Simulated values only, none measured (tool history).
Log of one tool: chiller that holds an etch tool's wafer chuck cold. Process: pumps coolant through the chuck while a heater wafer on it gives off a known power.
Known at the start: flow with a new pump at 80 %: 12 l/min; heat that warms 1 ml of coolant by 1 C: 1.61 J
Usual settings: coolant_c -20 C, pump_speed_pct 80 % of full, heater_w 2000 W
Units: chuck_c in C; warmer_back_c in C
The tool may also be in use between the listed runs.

run,hour,coolant_c,pump_speed_pct,heater_w,chuck_c,warmer_back_c
1,0.0,-20,80,2000,-1.2,6.39
2,19.0,-20,80,2000,-1.1,6.40
3,45.3,-20,80,2000,-1.2,6.38
4,71.6,-20,80,2000,-1.3,6.43
5,92.1,-20,80,2000,-1.4,6.40
6,114.1,-20,80,2000,-1.0,6.40
7,134.0,-20,80,2579,4.2,8.26
8,158.9,-20,80,2000,-1.2,6.45
9,183.0,-20,80,2000,-0.9,6.42
10,207.4,-20,80,2000,-1.1,6.47
11,230.0,-20,80,2000,-1.0,6.49
# hour 237.5: coolant pump overhauled
12,251.8,-20,80,2000,-0.8,6.64
13,275.9,-20,80,2000,-0.5,6.53
14,305.9,-20,80,2000,-0.6,6.54
15,331.4,-12,80,2000,7.1,6.52
# hour 346.3: coolant changed, channels flushed
16,366.9,-12,80,2000,6.2,6.64
17,386.4,-19,80,1656,-3.9,5.48
18,400.5,-19,80,1656,-3.9,5.47
# hour 408.1: coolant pump overhauled, once more
19,425.0,-19,80,1656,-4.8,5.13
20,439.2,-16,79,2000,1.6,6.29
21,464.5,-20,80,2288,-0.1,7.10
22,485.0,-20,80,2288,-0.1,7.04
23,500.9,-20,80,1424,-7.6,4.44
24,519.7,-24,99,2000,-9.4,4.96
25,539.9,-23,75,2843,3.0,9.45
26,559.8,-23,86,2056,-6.1,5.89
27,589.6,-13,80,2072,5.2,6.45
28,608.0,-24,99,2072,-8.9,5.20
29,625.4,-26,74,2487,-2.5,8.42
30,656.1,-20,93,2026,-4.4,5.31
31,670.8,-20,61,1856,0.5,7.69

Hidden state or all else? Some run-to-run changes of chuck_c, split into what the settings, what came in and random variation would give without the hidden state, and what is left for the hidden state (with any gauge scatter that isn't in both results):
The hidden state here: heat passed by the chuck's channels, % of clean ones'; flow at a given pump speed, % of a new pump's; coolant's true temperature over the reading, C; drift of the gauge itself on chuck_c, C; drift of the gauge itself on warmer_back_c, C.
Run 6 -> 7: heater_w 2000 -> 2579. chuck_c +5.2 C: hidden state +0.4, all else +4.8.
Run 15 -> 16: coolant changed, channels flushed. chuck_c -0.9 C: hidden state -1.1, all else +0.2.
Run 18 -> 19: coolant pump overhauled, once more. chuck_c -0.9 C: hidden state -0.8, all else -0.1.
Run 24 -> 25: coolant_c -24 -> -23, pump_speed_pct 99 -> 75, heater_w 2000 -> 2843. chuck_c +12.4 C: hidden state +0.1, all else +12.3.
Run 26 -> 27: coolant_c -23 -> -13, pump_speed_pct 86 -> 80, heater_w 2056 -> 2072. chuck_c +11.3 C: hidden state +0.1, all else +11.2.
Run 27 -> 28: coolant_c -13 -> -24, pump_speed_pct 80 -> 99. chuck_c -14.1 C: hidden state +0.0, all else -14.1.

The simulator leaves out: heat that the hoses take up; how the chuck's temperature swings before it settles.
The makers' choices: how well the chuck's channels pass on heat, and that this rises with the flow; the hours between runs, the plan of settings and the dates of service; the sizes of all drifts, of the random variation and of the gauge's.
